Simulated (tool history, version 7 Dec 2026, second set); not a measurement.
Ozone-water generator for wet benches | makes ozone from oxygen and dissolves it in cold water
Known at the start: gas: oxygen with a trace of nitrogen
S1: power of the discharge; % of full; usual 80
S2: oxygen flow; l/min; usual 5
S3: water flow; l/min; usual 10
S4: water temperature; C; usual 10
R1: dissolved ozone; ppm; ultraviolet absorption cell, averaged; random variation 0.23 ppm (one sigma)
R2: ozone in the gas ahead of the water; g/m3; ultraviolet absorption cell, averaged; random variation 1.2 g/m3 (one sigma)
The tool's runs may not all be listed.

run,hour,S1,S2,S3,S4,R1,R2
1,0,80,5,10,10,31.9,217.3
2,115.2,80,5,10,10,31.8,215.2
3,165.8,45,5,10,10,23.5,158.4
4,259.1,80,5,11,10,29.4,214.6
5,368,80,5,11,10,29.6,213.7
6,435.9,80,5,10,7,33.4,214.8
7,508.6,80,5,10,10,31.8,213.9
8,597,80,5,10,10,31.6,216.8
9,662.4,80,5,10,10,31.7,213.9
10,718.9,80,5,10,10,31.4,211.6
11,821,80,5,10,10,31.3,213.5
12,885,80,3.03,10,10,29.3,256.4
13,932.8,80,3.03,10,10,29.3,258.7
14,1041.2,80,3.03,10,10,29,254.5
15,1100.1,80,3.03,10,10,29,257
16,1214.3,80,3.03,10,10,28.9,258
17,1268.4,80,3.03,10,10,29.2,255.4
18,1367.8,93,3.03,7,7,43.6,277.8
19,1443.9,40,4.91,6,13,27.5,146.9
# hour 1455: contactor cleaned
20,1564.2,40,4.91,6,7,30.7,146.9
21,1618.2,85,4.91,6,7,46.1,219.9
22,1675.1,85,4.91,6,7,45.5,220.6
23,1774.6,85,4.91,6,7,45.8,219.5
24,1833.7,85,4.91,6,7,45.7,220
# hour 1900.1: contactor cleaned, once more
25,1954.2,80,3.88,10,13,29.9,233.2
26,2010.7,80,7.08,10,7,34.8,183.8
27,2113.2,60,4.61,10,6,29.7,184.5
28,2194.4,60,4.61,10,8,28.3,185.4
29,2258.1,75,3.92,7,9,40.2,220.4
30,2307.8,83,4.77,13,10,27.1,217.9
31,2392.2,48,5.71,11,9,23.4,152.4
32,2450.9,55,3.52,6,14,33.5,196.4
33,2505.2,80,5,10,7,33.8,207.2

Measured less the same run without the tool's hidden state. The same run-to-run variation is in both; the gauge's scatter may not be:
The hidden state here: yield of the discharge, % of new electrodes'; contactor's efficiency, % of a clean one's; true water temperature over the reading, C; drift of the gauge itself on ozone_ppm, %; drift of the gauge itself on gas_g_m3, %.
run,R1,R2
1,-3.3,-11.2
2,-3.4,-11.4
3,-2.1,-5.8
4,-3.3,-11.8
5,-3.5,-12
6,-3.8,-12.4
7,-3.7,-12.5
8,-3.8,-12.8
9,-3.8,-12.9
10,-3.9,-12.9
11,-3.9,-13.4
12,-3.7,-16.2
13,-3.7,-16.4
14,-3.7,-16.6
15,-3.8,-16.9
16,-3.9,-17.5
17,-3.9,-17.4
18,-5.8,-20.9
19,-2.7,-6.5
20,-4.2,-6.7
21,-7.9,-16.7
22,-7.9,-16.8
23,-8.1,-17
24,-8.2,-17.3
25,-2.6,-18.1
26,-3,-14.5
27,-2.3,-12.5
28,-2.2,-12.7
29,-3.5,-17.4
30,-2.6,-18.3
31,-1.7,-9.2
32,-2.6,-13.2
33,-3.3,-17.6

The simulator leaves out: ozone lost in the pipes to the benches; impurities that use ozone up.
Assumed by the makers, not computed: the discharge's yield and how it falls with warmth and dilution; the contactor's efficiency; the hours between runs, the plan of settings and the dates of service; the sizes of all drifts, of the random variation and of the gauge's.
